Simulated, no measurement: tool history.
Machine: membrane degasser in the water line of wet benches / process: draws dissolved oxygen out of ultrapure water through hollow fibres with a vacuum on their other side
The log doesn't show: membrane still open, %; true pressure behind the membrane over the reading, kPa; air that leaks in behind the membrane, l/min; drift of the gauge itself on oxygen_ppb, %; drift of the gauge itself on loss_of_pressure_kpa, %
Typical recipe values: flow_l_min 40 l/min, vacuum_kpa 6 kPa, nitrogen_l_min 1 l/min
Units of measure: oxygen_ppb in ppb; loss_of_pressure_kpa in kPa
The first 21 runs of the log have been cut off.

run      day  flow_l_min  vacuum_kpa  nitrogen_l_min  hours since the membrane was changed  hours since the vacuum gauge was calibrated  hours since the vacuum lines were made tight  oxygen_ppb  loss_of_pressure_kpa
 22  185.308          39        6.93            0.87                                  9722                                          931                                          3964       330.3                 54.97
 23  190.804          40        4.11            1.68                                  9854                                         1063                                          4096        62.1                 56.28
     191.888  -- gauge calibrated
 24  198.954          61           6             0.5                                 10049                                         1259                                          4292       515.7                 83.75
 25  207.888          61           6             0.5                                 10264                                         1473                                          4506       518.1                 84.03
 26  219.246          61        9.42             0.5                                 10536                                         1746                                          4779      1041.1                 84.14
 27  232.321          61        9.42             0.5                                 10850                                         2060                                          5092      1038.3                 84.47
 28  243.467          61        9.42             0.5                                 11118                                         2327                                          5360      1042.9                 84.27
 29  253.442          48        9.42            1.89                                 11357                                         2567                                          5599       353.6                 65.91
 30  264.604          48        9.42            1.89                                 11625                                         2834                                          5867       357.4                  66.8
 31  275.017          48        9.42            1.89                                 11875                                         3084                                          6117       355.6                  67.3
 32  286.404          48        9.42            1.89                                 12148                                         3358                                          6390       354.1                 66.61
 33  292.888          59           6               1                                 12304                                         3513                                          6546       337.5                 82.05

3 ways to go on from here, each from the tool as it stands after run 33. What would each give?
  A  298.579          58        5.32            0.44                                 12441                                         3650                                          6683           ?                     ?
  B  298.579          59           6            0.57                                 12441                                         3650                                          6683           ?                     ?
  C  298.579          45           6            1.05                                 12441                                         3650                                          6683           ?                     ?

run  oxygen_ppb  loss_of_pressure_kpa
  A       416.4                 80.99
  B       466.6                 82.39
  C       253.7                 62.36
Take away the tool's hidden state, keep each run's random variation, and the runs would have read:
run  oxygen_ppb  loss_of_pressure_kpa
  A       416.1                  79.9
  B       466.2                 81.28
  C       253.5                 61.52
